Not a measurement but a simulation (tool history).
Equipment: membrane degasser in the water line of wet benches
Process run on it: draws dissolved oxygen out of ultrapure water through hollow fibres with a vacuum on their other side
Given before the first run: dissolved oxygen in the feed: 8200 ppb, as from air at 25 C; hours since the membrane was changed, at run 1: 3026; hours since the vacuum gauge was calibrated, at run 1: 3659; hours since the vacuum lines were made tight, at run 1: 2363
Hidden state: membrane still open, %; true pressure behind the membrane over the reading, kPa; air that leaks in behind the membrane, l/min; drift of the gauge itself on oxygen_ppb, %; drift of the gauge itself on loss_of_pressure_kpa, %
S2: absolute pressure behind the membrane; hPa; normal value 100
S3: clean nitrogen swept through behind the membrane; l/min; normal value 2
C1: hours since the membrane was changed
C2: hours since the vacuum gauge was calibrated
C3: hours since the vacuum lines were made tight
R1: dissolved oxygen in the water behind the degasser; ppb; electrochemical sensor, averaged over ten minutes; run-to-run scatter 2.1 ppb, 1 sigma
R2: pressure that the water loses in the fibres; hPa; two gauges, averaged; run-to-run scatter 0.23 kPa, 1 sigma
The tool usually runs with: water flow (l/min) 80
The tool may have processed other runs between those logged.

Run 1, hour 0: usual settings; C1 3026; C2 3659; C3 2363. Result: R1 552.5 ppb, R2 616.1 hPa.
Run 2, hour 46.5: usual settings; C1 3073; C2 3706; C3 2410. Result: R1 556.2 ppb, R2 619.5 hPa.
Run 3, hour 102.6: usual settings; C1 3129; C2 3762; C3 2466. Result: R1 556.5 ppb, R2 617.3 hPa.
Run 4, hour 142.8: usual settings but S3 2.78 l/min; C1 3169; C2 3802; C3 2506. Result: R1 436.6 ppb, R2 616.3 hPa.
Run 5, hour 206.2: usual settings but water flow (l/min) 71; C1 3233; C2 3865; C3 2569. Result: R1 501 ppb, R2 550.5 hPa.
Run 6, hour 253.5: usual settings but water flow (l/min) 71; C1 3280; C2 3913; C3 2616. Result: R1 500 ppb, R2 546.7 hPa.
Run 7, hour 314.6: usual settings but water flow (l/min) 71; C1 3341; C2 3974; C3 2678. Result: R1 498.4 ppb, R2 549.4 hPa.
Run 8, hour 403.5: usual settings but water flow (l/min) 71; C1 3430; C2 4062; C3 2766. Result: R1 499.3 ppb, R2 545.1 hPa.
Run 9, hour 487.4: usual settings but water flow (l/min) 71; C1 3514; C2 4146; C3 2850. Result: R1 501.7 ppb, R2 551.3 hPa.
Run 10, hour 572.6: usual settings but water flow (l/min) 71; C1 3599; C2 4232; C3 2936. Result: R1 500 ppb, R2 547.5 hPa.
Run 11, hour 640.4: usual settings but water flow (l/min) 71; C1 3667; C2 4299; C3 3003. Result: R1 502.5 ppb, R2 552.2 hPa.
Run 12, hour 704.7: usual settings; C1 3731; C2 4364; C3 3068. Result: R1 559.2 ppb, R2 627.4 hPa.
Run 13, hour 746.8: usual settings; C1 3773; C2 4406; C3 3110. Result: R1 556.7 ppb, R2 620.7 hPa.
Run 14, hour 836.5: usual settings; C1 3863; C2 4496; C3 3200. Result: R1 556.2 ppb, R2 621 hPa.
Run 15, hour 910.9: usual settings but water flow (l/min) 54; C1 3937; C2 4570; C3 3274. Result: R1 394.3 ppb, R2 419.7 hPa.
Run 16, hour 983.4: usual settings but water flow (l/min) 54; C1 4010; C2 4642; C3 3346. Result: R1 398.5 ppb, R2 420.8 hPa.
Run 17, hour 1072.8: usual settings; C1 4099; C2 4732; C3 3436. Result: R1 556.8 ppb, R2 622.5 hPa.
Run 18, hour 1164.4: usual settings but S2 193 hPa; C1 4191; C2 4823; C3 3527. Result: R1 1176.8 ppb, R2 626.1 hPa.
Run 19, hour 1212.7: usual settings but S2 228 hPa; C1 4239; C2 4872; C3 3576. Result: R1 1392.7 ppb, R2 622.1 hPa.
Run 20, hour 1252: usual settings but S2 222 hPa, S3 2.14 l/min; C1 4278; C2 4911; C3 3615. Result: R1 1274.7 ppb, R2 625.8 hPa.
Run 21, hour 1306.4: usual settings but S2 96 hPa, S3 2.06 l/min; C1 4333; C2 4965; C3 3669. Result: R1 520.1 ppb, R2 625.9 hPa.
Run 22, hour 1369.7: usual settings but S2 96 hPa, S3 2.06 l/min; C1 4396; C2 5029; C3 3733. Result: R1 520 ppb, R2 619.3 hPa.
Run 23, hour 1425.9: usual settings but S2 96 hPa, S3 2.06 l/min; C1 4452; C2 5085; C3 3789. Result: R1 518.1 ppb, R2 625.5 hPa.
Run 24, hour 1501.5: usual settings but water flow (l/min) 50, S2 65 hPa, S3 5.02 l/min; C1 4528; C2 5161; C3 3865. Result: R1 88.7 ppb, R2 389.1 hPa.
Run 25, hour 1578.7: usual settings but water flow (l/min) 92, S2 118 hPa, S3 3.54 l/min; C1 4605; C2 5238; C3 3942. Result: R1 511.7 ppb, R2 720 hPa.
Run 26, hour 1622.5: usual settings but water flow (l/min) 84, S2 118 hPa, S3 3.54 l/min; C1 4649; C2 5282; C3 3986. Result: R1 469.2 ppb, R2 658.5 hPa.
Run 27, hour 1681.4: usual settings but water flow (l/min) 65; C1 4708; C2 5340; C3 4044. Result: R1 468.5 ppb, R2 511.1 hPa.
Run 28, hour 1755.8: usual settings but S2 155 hPa, S3 2.17 l/min; C1 4782; C2 5415; C3 4119. Result: R1 885 ppb, R2 624 hPa.
Run 29, hour 1819.9: usual settings but S2 63 hPa, S3 1.3 l/min; C1 4846; C2 5479; C3 4183. Result: R1 383.5 ppb, R2 628.5 hPa.
Run 30, hour 1884.5: usual settings but S2 63 hPa, S3 1.3 l/min; C1 4911; C2 5544; C3 4247. Result: R1 383.2 ppb, R2 625.1 hPa.
Run 31, hour 1954.5: usual settings but S2 63 hPa, S3 1.3 l/min; C1 4981; C2 5613; C3 4317. Result: R1 384.3 ppb, R2 624.3 hPa.
Run 32, hour 2018.5: usual settings but water flow (l/min) 72, S2 64 hPa, S3 3.43 l/min; C1 5045; C2 5678; C3 4382. Result: R1 179.4 ppb, R2 565 hPa.
Run 33, hour 2112.1: usual settings but water flow (l/min) 72, S2 94 hPa, S3 3.43 l/min; C1 5138; C2 5771; C3 4475. Result: R1 314.7 ppb, R2 563.2 hPa.

3 ways to go on from here, each from the tool as it stands after run 33. What would each give?
Run A, hour 2171.9: usual settings but water flow (l/min) 112, S2 73 hPa, S3 3.56 l/min; C1 5198; C2 5831; C3 4535. Result: R1 ?, R2 ?.
Run B, hour 2171.9: usual settings but water flow (l/min) 72, S2 240 hPa, S3 3.43 l/min; C1 5198; C2 5831; C3 4535. Result: R1 ?, R2 ?.
Run C, hour 2171.9: usual settings but water flow (l/min) 85, S3 1.79 l/min; C1 5198; C2 5831; C3 4535. Result: R1 ?, R2 ?.

run     R1     R2
  A  355.1  882.5
  B  906.7  567.9
  C  633.7  664.5
Stripped of hidden state, with their random variation kept, the same runs would have yielded:
run     R1     R2
  A  330.4  845.8
  B  891.9  544.4
  C  613.2  636.7
